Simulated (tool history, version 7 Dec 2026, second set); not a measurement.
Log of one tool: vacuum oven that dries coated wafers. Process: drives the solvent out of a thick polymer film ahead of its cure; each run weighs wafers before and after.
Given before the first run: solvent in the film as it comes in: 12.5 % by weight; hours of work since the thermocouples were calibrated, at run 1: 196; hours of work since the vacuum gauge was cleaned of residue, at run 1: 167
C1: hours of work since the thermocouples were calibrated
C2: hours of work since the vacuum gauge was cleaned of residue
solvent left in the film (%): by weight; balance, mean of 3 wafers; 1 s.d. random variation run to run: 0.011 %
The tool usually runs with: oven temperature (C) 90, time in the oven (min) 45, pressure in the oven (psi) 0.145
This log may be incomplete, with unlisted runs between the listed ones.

{"run": 1, "hour": 0.0, "oven temperature (C)": 90, "time in the oven (min)": 45, "pressure in the oven (psi)": 0.145, "C1": 196, "C2": 167, "solvent left in the film (%)": 0.98}
{"run": 2, "hour": 18.8, "oven temperature (C)": 90, "time in the oven (min)": 45, "pressure in the oven (psi)": 0.145, "C1": 206, "C2": 177, "solvent left in the film (%)": 0.96}
{"run": 3, "hour": 31.5, "oven temperature (C)": 90, "time in the oven (min)": 45, "pressure in the oven (psi)": 0.145, "C1": 213, "C2": 184, "solvent left in the film (%)": 0.98}
{"run": 4, "hour": 40.7, "oven temperature (C)": 90, "time in the oven (min)": 33, "pressure in the oven (psi)": 0.145, "C1": 218, "C2": 189, "solvent left in the film (%)": 1.56}
{"run": 5, "hour": 54.5, "oven temperature (C)": 90, "time in the oven (min)": 45, "pressure in the oven (psi)": 0.408, "C1": 225, "C2": 196, "solvent left in the film (%)": 1.76}
{"run": 6, "hour": 70.0, "oven temperature (C)": 90, "time in the oven (min)": 38, "pressure in the oven (psi)": 0.145, "C1": 233, "C2": 204, "solvent left in the film (%)": 1.27}
{"run": 7, "hour": 81.5, "oven temperature (C)": 90, "time in the oven (min)": 38, "pressure in the oven (psi)": 0.145, "C1": 239, "C2": 210, "solvent left in the film (%)": 1.25}
{"hour": 85.0, "done": "oven's thermocouples calibrated"}
{"run": 8, "hour": 94.4, "oven temperature (C)": 86, "time in the oven (min)": 60, "pressure in the oven (psi)": 0.245, "C1": 5, "C2": 216, "solvent left in the film (%)": 1.37}
{"run": 9, "hour": 106.2, "oven temperature (C)": 90, "time in the oven (min)": 40, "pressure in the oven (psi)": 0.212, "C1": 11, "C2": 223, "solvent left in the film (%)": 1.36}
{"run": 10, "hour": 121.1, "oven temperature (C)": 81, "time in the oven (min)": 23, "pressure in the oven (psi)": 0.145, "C1": 19, "C2": 231, "solvent left in the film (%)": 4.87}
{"run": 11, "hour": 140.5, "oven temperature (C)": 90, "time in the oven (min)": 40, "pressure in the oven (psi)": 0.099, "C1": 30, "C2": 241, "solvent left in the film (%)": 0.98}
{"run": 12, "hour": 160.3, "oven temperature (C)": 100, "time in the oven (min)": 46, "pressure in the oven (psi)": 0.212, "C1": 40, "C2": 251, "solvent left in the film (%)": 0.51}
{"run": 13, "hour": 169.1, "oven temperature (C)": 83, "time in the oven (min)": 26, "pressure in the oven (psi)": 0.212, "C1": 45, "C2": 256, "solvent left in the film (%)": 4.1}
{"hour": 180.8, "done": "oven's thermocouples calibrated, once more"}
{"run": 14, "hour": 184.0, "oven temperature (C)": 83, "time in the oven (min)": 26, "pressure in the oven (psi)": 0.212, "C1": 2, "C2": 263, "solvent left in the film (%)": 4.38}

Alternative continuations, all from the tool just after run 14; predict every row:
{"run": "A", "hour": 203.4, "oven temperature (C)": 90, "time in the oven (min)": 45, "pressure in the oven (psi)": 0.093, "C1": 12, "C2": 273, "solvent left in the film (%)": "?"}
{"run": "B", "hour": 203.4, "oven temperature (C)": 101, "time in the oven (min)": 31, "pressure in the oven (psi)": 0.566, "C1": 12, "C2": 273, "solvent left in the film (%)": "?"}
{"run": "C", "hour": 203.4, "oven temperature (C)": 91, "time in the oven (min)": 26, "pressure in the oven (psi)": 0.471, "C1": 12, "C2": 273, "solvent left in the film (%)": "?"}

run=A solvent_left_in_the_film_(%)=0.91
run=B solvent_left_in_the_film_(%)=1.41
run=C solvent_left_in_the_film_(%)=3.07
What these runs would have given with no unlogged condition in the tool:
run=A solvent_left_in_the_film_(%)=0.83
run=B solvent_left_in_the_film_(%)=1.35
run=C solvent_left_in_the_film_(%)=2.95

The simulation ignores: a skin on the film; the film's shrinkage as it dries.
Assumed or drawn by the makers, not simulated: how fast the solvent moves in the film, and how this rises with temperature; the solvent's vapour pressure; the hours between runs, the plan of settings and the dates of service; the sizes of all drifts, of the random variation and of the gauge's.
